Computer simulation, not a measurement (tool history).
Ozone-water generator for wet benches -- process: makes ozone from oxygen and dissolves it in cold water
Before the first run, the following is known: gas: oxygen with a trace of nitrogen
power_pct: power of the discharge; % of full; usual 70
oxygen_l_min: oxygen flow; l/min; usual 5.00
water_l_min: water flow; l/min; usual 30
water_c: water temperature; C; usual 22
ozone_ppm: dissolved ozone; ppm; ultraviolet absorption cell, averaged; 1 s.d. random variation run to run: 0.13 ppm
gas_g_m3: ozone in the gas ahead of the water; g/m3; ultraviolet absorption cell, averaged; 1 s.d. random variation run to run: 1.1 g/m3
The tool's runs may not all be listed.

Run 1, hour 0.0: usual settings. Result: ozone_ppm 14.6 ppm, gas_g_m3 185.6 g/m3.
Run 2, hour 53.9: usual settings but water_c 25 C. Result: ozone_ppm 13.9 ppm, gas_g_m3 186.0 g/m3.
Run 3, hour 115.3: usual settings but oxygen_l_min 8.23 l/min. Result: ozone_ppm 14.1 ppm, gas_g_m3 137.6 g/m3.
Run 4, hour 159.1: usual settings but oxygen_l_min 8.23 l/min. Result: ozone_ppm 14.0 ppm, gas_g_m3 137.3 g/m3.
Run 5, hour 211.1: usual settings but oxygen_l_min 8.23 l/min. Result: ozone_ppm 14.1 ppm, gas_g_m3 137.7 g/m3.
Run 6, hour 241.9: usual settings but oxygen_l_min 8.23 l/min. Result: ozone_ppm 14.0 ppm, gas_g_m3 136.7 g/m3.
Run 7, hour 278.3: usual settings but water_c 21 C. Result: ozone_ppm 14.3 ppm, gas_g_m3 184.8 g/m3.
Run 8, hour 329.7: usual settings but power_pct 79 % of full, oxygen_l_min 3.36 l/min, water_l_min 20 l/min, water_c 24 C. Result: ozone_ppm 21.6 ppm, gas_g_m3 258.6 g/m3.
Run 9, hour 371.5: usual settings but power_pct 79 % of full, oxygen_l_min 3.36 l/min, water_l_min 20 l/min, water_c 24 C. Result: ozone_ppm 21.2 ppm, gas_g_m3 257.3 g/m3.
Run 10, hour 419.8: usual settings but water_l_min 33 l/min, water_c 24 C. Result: ozone_ppm 12.6 ppm, gas_g_m3 186.0 g/m3.
Run 11, hour 459.6: usual settings but power_pct 56 % of full, oxygen_l_min 3.24 l/min, water_l_min 33 l/min, water_c 24 C. Result: ozone_ppm 10.1 ppm, gas_g_m3 198.5 g/m3.
Run 12, hour 487.7: usual settings but power_pct 89 % of full, oxygen_l_min 2.59 l/min, water_l_min 32 l/min, water_c 20 C. Result: ozone_ppm 15.9 ppm, gas_g_m3 335.7 g/m3.
Run 13, hour 538.2: usual settings but power_pct 89 % of full, oxygen_l_min 3.35 l/min, water_l_min 32 l/min, water_c 15 C. Result: ozone_ppm 16.8 ppm, gas_g_m3 285.0 g/m3.

Forecast each of these 4 alternatives for the next run:
Run A, hour 572.1: usual settings but power_pct 90 % of full, oxygen_l_min 3.35 l/min, water_l_min 32 l/min. Result: ozone_ppm ?, gas_g_m3 ?.
Run B, hour 572.1: usual settings but water_l_min 23 l/min, water_c 20 C. Result: ozone_ppm ?, gas_g_m3 ?.
Run C, hour 572.1: usual settings but power_pct 64 % of full, oxygen_l_min 3.35 l/min, water_l_min 28 l/min, water_c 15 C. Result: ozone_ppm ?, gas_g_m3 ?.
Run D, hour 572.1: usual settings but power_pct 43 % of full, water_l_min 39 l/min, water_c 20 C. Result: ozone_ppm ?, gas_g_m3 ?.

run  ozone_ppm  gas_g_m3
  A       16.0     288.7
  B       18.3     184.3
  C       14.8     219.1
  D        7.6     122.4
Stripped of hidden state, with their random variation kept, the same runs would have yielded:
run  ozone_ppm  gas_g_m3
  A       16.0     288.8
  B       18.3     184.3
  C       14.9     219.1
  D        7.6     122.4
